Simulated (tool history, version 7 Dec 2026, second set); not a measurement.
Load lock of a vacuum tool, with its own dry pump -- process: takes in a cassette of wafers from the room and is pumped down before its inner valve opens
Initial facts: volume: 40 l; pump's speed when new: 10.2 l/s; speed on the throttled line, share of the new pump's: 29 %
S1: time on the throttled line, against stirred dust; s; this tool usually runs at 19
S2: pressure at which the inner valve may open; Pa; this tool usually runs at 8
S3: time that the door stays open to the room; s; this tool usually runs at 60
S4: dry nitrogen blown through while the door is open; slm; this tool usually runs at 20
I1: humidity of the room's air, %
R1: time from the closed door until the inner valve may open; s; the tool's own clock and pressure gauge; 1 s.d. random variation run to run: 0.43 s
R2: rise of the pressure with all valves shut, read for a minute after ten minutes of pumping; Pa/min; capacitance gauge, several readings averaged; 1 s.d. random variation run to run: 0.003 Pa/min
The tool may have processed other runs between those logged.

run,hour,S1,S2,S3,S4,I1,R1,R2
1,0,19,8,60,20,43.3,50.7,0.045
2,173.5,19,8,60,20,42.3,50,0.044
3,398.4,19,8,60,20,45.5,50.7,0.049
4,710.4,19,8,60,20,44,50.8,0.045
# hour 1034.2: door's seal changed, seat wiped
5,1052.5,19,8,60,14,41.7,50.8,0.046
6,1262.7,19,8,60,14,43,51,0.046
7,1446.9,19,8,60,14,45.7,50.9,0.051
8,1665.8,19,8,60,20,42.6,51,0.043
9,1975.4,19,7,60,20,45.2,51.4,0.048
10,2262.4,14,8,60,20,42.7,47,0.043
11,2647.5,14,11,60,20,44.5,45.8,0.04
12,2833.5,14,11,60,20,45.1,46.1,0.046
13,3193.9,27,8,60,20,46.4,57.7,0.053
14,3556.3,27,8,60,20,43.2,56.5,0.049
15,3909.1,27,8,60,20,45.9,56.2,0.048
16,4114.2,19,8,60,20,45.6,50.1,0.047
17,4324.2,19,8,60,20,44.3,51.5,0.045
18,4511.8,19,8,60,20,44.1,50.5,0.047
19,4825.1,19,8,60,20,44.2,50.1,0.048
20,4990.2,19,8,49,6,43.6,50.4,0.048
21,5264.5,23,8,53,20,42.4,53.2,0.041

Run 22 has not been measured yet. What should we expect?
22,5487.2,23,8,53,20,44.9,?,?

{"run 22": {"R1": 52.9, "R2": 0.044}}
With no hidden state in the tool, this same run would have given R1 52.9 s, R2 0.044 Pa/min.

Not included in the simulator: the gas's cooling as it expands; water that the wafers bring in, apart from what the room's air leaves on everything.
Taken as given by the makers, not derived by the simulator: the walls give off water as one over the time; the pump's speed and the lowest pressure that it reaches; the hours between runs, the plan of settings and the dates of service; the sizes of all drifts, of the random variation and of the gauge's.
